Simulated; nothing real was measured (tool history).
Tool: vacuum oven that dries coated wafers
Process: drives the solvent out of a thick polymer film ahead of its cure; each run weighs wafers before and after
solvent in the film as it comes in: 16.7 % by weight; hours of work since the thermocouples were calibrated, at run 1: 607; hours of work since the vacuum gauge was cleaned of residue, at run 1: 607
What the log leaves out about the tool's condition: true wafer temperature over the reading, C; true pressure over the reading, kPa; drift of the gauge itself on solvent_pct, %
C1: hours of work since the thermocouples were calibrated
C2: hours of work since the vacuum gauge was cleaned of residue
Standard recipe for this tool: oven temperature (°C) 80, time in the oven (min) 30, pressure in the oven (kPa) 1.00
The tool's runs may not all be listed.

run 1 hour=0.0 | oven_temperature_(°C)=80 time_in_the_oven_(min)=30 pressure_in_the_oven_(kPa)=1.00 | C1=607 C2=607 | solvent_left_in_the_film_(%)=2.75
run 2 hour=24.1 | oven_temperature_(°C)=80 time_in_the_oven_(min)=30 pressure_in_the_oven_(kPa)=1.00 | C1=623 C2=623 | solvent_left_in_the_film_(%)=2.86
run 3 hour=48.9 | oven_temperature_(°C)=80 time_in_the_oven_(min)=30 pressure_in_the_oven_(kPa)=1.00 | C1=638 C2=638 | solvent_left_in_the_film_(%)=2.90
run 4 hour=73.4 | oven_temperature_(°C)=80 time_in_the_oven_(min)=30 pressure_in_the_oven_(kPa)=1.00 | C1=654 C2=654 | solvent_left_in_the_film_(%)=2.92
run 5 hour=97.1 | oven_temperature_(°C)=80 time_in_the_oven_(min)=30 pressure_in_the_oven_(kPa)=1.00 | C1=669 C2=669 | solvent_left_in_the_film_(%)=2.90
run 6 hour=137.1 | oven_temperature_(°C)=69 time_in_the_oven_(min)=30 pressure_in_the_oven_(kPa)=1.00 | C1=694 C2=694 | solvent_left_in_the_film_(%)=5.60
run 7 hour=181.0 | oven_temperature_(°C)=80 time_in_the_oven_(min)=30 pressure_in_the_oven_(kPa)=1.18 | C1=722 C2=722 | solvent_left_in_the_film_(%)=3.20
run 8 hour=222.3 | oven_temperature_(°C)=80 time_in_the_oven_(min)=30 pressure_in_the_oven_(kPa)=1.00 | C1=748 C2=748 | solvent_left_in_the_film_(%)=2.94
run 9 hour=259.3 | oven_temperature_(°C)=80 time_in_the_oven_(min)=30 pressure_in_the_oven_(kPa)=1.00 | C1=771 C2=771 | solvent_left_in_the_film_(%)=2.91
run 10 hour=291.9 | oven_temperature_(°C)=80 time_in_the_oven_(min)=30 pressure_in_the_oven_(kPa)=1.00 | C1=792 C2=792 | solvent_left_in_the_film_(%)=2.85
run 11 hour=331.9 | oven_temperature_(°C)=80 time_in_the_oven_(min)=30 pressure_in_the_oven_(kPa)=1.00 | C1=817 C2=817 | solvent_left_in_the_film_(%)=3.00
run 12 hour=372.6 | oven_temperature_(°C)=80 time_in_the_oven_(min)=30 pressure_in_the_oven_(kPa)=1.53 | C1=842 C2=842 | solvent_left_in_the_film_(%)=3.79
run 13 hour=397.5 | oven_temperature_(°C)=80 time_in_the_oven_(min)=30 pressure_in_the_oven_(kPa)=1.53 | C1=858 C2=858 | solvent_left_in_the_film_(%)=3.73
run 14 hour=427.7 | oven_temperature_(°C)=65 time_in_the_oven_(min)=30 pressure_in_the_oven_(kPa)=1.00 | C1=877 C2=877 | solvent_left_in_the_film_(%)=6.85
run 15 hour=472.9 | oven_temperature_(°C)=80 time_in_the_oven_(min)=30 pressure_in_the_oven_(kPa)=0.51 | C1=906 C2=906 | solvent_left_in_the_film_(%)=2.38
run 16 hour=504.0 | oven_temperature_(°C)=80 time_in_the_oven_(min)=30 pressure_in_the_oven_(kPa)=0.61 | C1=925 C2=925 | solvent_left_in_the_film_(%)=2.55
-- hour=530.6 oven's thermocouples calibrated
run 17 hour=546.2 | oven_temperature_(°C)=80 time_in_the_oven_(min)=30 pressure_in_the_oven_(kPa)=0.61 | C1=10 C2=951 | solvent_left_in_the_film_(%)=2.24
run 18 hour=589.6 | oven_temperature_(°C)=80 time_in_the_oven_(min)=30 pressure_in_the_oven_(kPa)=0.61 | C1=37 C2=978 | solvent_left_in_the_film_(%)=2.25
run 19 hour=631.8 | oven_temperature_(°C)=80 time_in_the_oven_(min)=30 pressure_in_the_oven_(kPa)=0.61 | C1=64 C2=1005 | solvent_left_in_the_film_(%)=2.32
run 20 hour=663.3 | oven_temperature_(°C)=80 time_in_the_oven_(min)=30 pressure_in_the_oven_(kPa)=0.61 | C1=84 C2=1025 | solvent_left_in_the_film_(%)=2.30
run 21 hour=689.1 | oven_temperature_(°C)=80 time_in_the_oven_(min)=30 pressure_in_the_oven_(kPa)=1.00 | C1=100 C2=1041 | solvent_left_in_the_film_(%)=2.84
run 22 hour=731.4 | oven_temperature_(°C)=80 time_in_the_oven_(min)=30 pressure_in_the_oven_(kPa)=1.00 | C1=127 C2=1068 | solvent_left_in_the_film_(%)=2.88
run 23 hour=761.0 | oven_temperature_(°C)=80 time_in_the_oven_(min)=22 pressure_in_the_oven_(kPa)=1.00 | C1=145 C2=1086 | solvent_left_in_the_film_(%)=3.76
run 24 hour=813.2 | oven_temperature_(°C)=85 time_in_the_oven_(min)=41 pressure_in_the_oven_(kPa)=1.27 | C1=178 C2=1119 | solvent_left_in_the_film_(%)=2.29
run 25 hour=849.4 | oven_temperature_(°C)=85 time_in_the_oven_(min)=41 pressure_in_the_oven_(kPa)=1.27 | C1=201 C2=1142 | solvent_left_in_the_film_(%)=2.22
run 26 hour=896.3 | oven_temperature_(°C)=75 time_in_the_oven_(min)=41 pressure_in_the_oven_(kPa)=1.39 | C1=231 C2=1172 | solvent_left_in_the_film_(%)=4.15
run 27 hour=948.7 | oven_temperature_(°C)=89 time_in_the_oven_(min)=52 pressure_in_the_oven_(kPa)=0.51 | C1=264 C2=1205 | solvent_left_in_the_film_(%)=1.05
run 28 hour=981.8 | oven_temperature_(°C)=72 time_in_the_oven_(min)=52 pressure_in_the_oven_(kPa)=0.69 | C1=285 C2=1225 | solvent_left_in_the_film_(%)=3.00
run 29 hour=1034.1 | oven_temperature_(°C)=84 time_in_the_oven_(min)=42 pressure_in_the_oven_(kPa)=1.08 | C1=318 C2=1258 | solvent_left_in_the_film_(%)=2.29
run 30 hour=1056.6 | oven_temperature_(°C)=92 time_in_the_oven_(min)=35 pressure_in_the_oven_(kPa)=1.08 | C1=332 C2=1273 | solvent_left_in_the_film_(%)=1.50
run 31 hour=1085.7 | oven_temperature_(°C)=92 time_in_the_oven_(min)=35 pressure_in_the_oven_(kPa)=1.08 | C1=350 C2=1291 | solvent_left_in_the_film_(%)=1.62
run 32 hour=1118.9 | oven_temperature_(°C)=92 time_in_the_oven_(min)=35 pressure_in_the_oven_(kPa)=1.08 | C1=371 C2=1312 | solvent_left_in_the_film_(%)=1.63
run 33 hour=1161.6 | oven_temperature_(°C)=92 time_in_the_oven_(min)=35 pressure_in_the_oven_(kPa)=1.08 | C1=398 C2=1339 | solvent_left_in_the_film_(%)=1.67
run 34 hour=1183.6 | oven_temperature_(°C)=92 time_in_the_oven_(min)=35 pressure_in_the_oven_(kPa)=1.08 | C1=412 C2=1353 | solvent_left_in_the_film_(%)=1.67
run 35 hour=1234.3 | oven_temperature_(°C)=93 time_in_the_oven_(min)=18 pressure_in_the_oven_(kPa)=1.00 | C1=444 C2=1385 | solvent_left_in_the_film_(%)=2.25
run 36 hour=1256.2 | oven_temperature_(°C)=81 time_in_the_oven_(min)=20 pressure_in_the_oven_(kPa)=0.62 | C1=458 C2=1399 | solvent_left_in_the_film_(%)=3.63
run 37 hour=1279.4 | oven_temperature_(°C)=80 time_in_the_oven_(min)=26 pressure_in_the_oven_(kPa)=1.00 | C1=472 C2=1413 | solvent_left_in_the_film_(%)=3.58
run 38 hour=1323.0 | oven_temperature_(°C)=80 time_in_the_oven_(min)=44 pressure_in_the_oven_(kPa)=0.62 | C1=500 C2=1441 | solvent_left_in_the_film_(%)=2.06
run 39 hour=1375.8 | oven_temperature_(°C)=80 time_in_the_oven_(min)=23 pressure_in_the_oven_(kPa)=1.00 | C1=533 C2=1474 | solvent_left_in_the_film_(%)=3.96
run 40 hour=1427.9 | oven_temperature_(°C)=91 time_in_the_oven_(min)=30 pressure_in_the_oven_(kPa)=2.80 | C1=566 C2=1507 | solvent_left_in_the_film_(%)=3.60
run 41 hour=1480.4 | oven_temperature_(°C)=88 time_in_the_oven_(min)=29 pressure_in_the_oven_(kPa)=3.76 | C1=599 C2=1540 | solvent_left_in_the_film_(%)=5.11
run 42 hour=1511.4 | oven_temperature_(°C)=91 time_in_the_oven_(min)=22 pressure_in_the_oven_(kPa)=2.22 | C1=619 C2=1560 | solvent_left_in_the_film_(%)=3.39
run 43 hour=1561.2 | oven_temperature_(°C)=91 time_in_the_oven_(min)=16 pressure_in_the_oven_(kPa)=2.22 | C1=650 C2=1591 | solvent_left_in_the_film_(%)=4.01
run 44 hour=1601.5 | oven_temperature_(°C)=88 time_in_the_oven_(min)=16 pressure_in_the_oven_(kPa)=0.60 | C1=675 C2=1616 | solvent_left_in_the_film_(%)=3.05
run 45 hour=1643.2 | oven_temperature_(°C)=88 time_in_the_oven_(min)=16 pressure_in_the_oven_(kPa)=0.60 | C1=702 C2=1643 | solvent_left_in_the_film_(%)=3.16

The same runs without the tool's hidden state, with the same run-to-run variation:
run=1 solvent_left_in_the_film_(%)=2.23
run=2 solvent_left_in_the_film_(%)=2.33
run=3 solvent_left_in_the_film_(%)=2.35
run=4 solvent_left_in_the_film_(%)=2.36
run=5 solvent_left_in_the_film_(%)=2.33
run=6 solvent_left_in_the_film_(%)=4.71
run=7 solvent_left_in_the_film_(%)=2.57
run=8 solvent_left_in_the_film_(%)=2.29
run=9 solvent_left_in_the_film_(%)=2.26
run=10 solvent_left_in_the_film_(%)=2.18
run=11 solvent_left_in_the_film_(%)=2.29
run=12 solvent_left_in_the_film_(%)=3.03
run=13 solvent_left_in_the_film_(%)=2.96
run=14 solvent_left_in_the_film_(%)=5.65
run=15 solvent_left_in_the_film_(%)=1.63
run=16 solvent_left_in_the_film_(%)=1.79
run=17 solvent_left_in_the_film_(%)=1.70
run=18 solvent_left_in_the_film_(%)=1.67
run=19 solvent_left_in_the_film_(%)=1.74
run=20 solvent_left_in_the_film_(%)=1.70
run=21 solvent_left_in_the_film_(%)=2.22
run=22 solvent_left_in_the_film_(%)=2.24
run=23 solvent_left_in_the_film_(%)=3.14
run=24 solvent_left_in_the_film_(%)=1.70
run=25 solvent_left_in_the_film_(%)=1.64
run=26 solvent_left_in_the_film_(%)=3.23
run=27 solvent_left_in_the_film_(%)=0.53
run=28 solvent_left_in_the_film_(%)=1.93
run=29 solvent_left_in_the_film_(%)=1.60
run=30 solvent_left_in_the_film_(%)=0.99
run=31 solvent_left_in_the_film_(%)=1.09
run=32 solvent_left_in_the_film_(%)=1.10
run=33 solvent_left_in_the_film_(%)=1.12
run=34 solvent_left_in_the_film_(%)=1.12
run=35 solvent_left_in_the_film_(%)=1.67
run=36 solvent_left_in_the_film_(%)=2.76
run=37 solvent_left_in_the_film_(%)=2.63
run=38 solvent_left_in_the_film_(%)=1.12
run=39 solvent_left_in_the_film_(%)=2.96
run=40 solvent_left_in_the_film_(%)=2.89
run=41 solvent_left_in_the_film_(%)=4.24
run=42 solvent_left_in_the_film_(%)=2.61
run=43 solvent_left_in_the_film_(%)=3.21
run=44 solvent_left_in_the_film_(%)=2.20
run=45 solvent_left_in_the_film_(%)=2.28
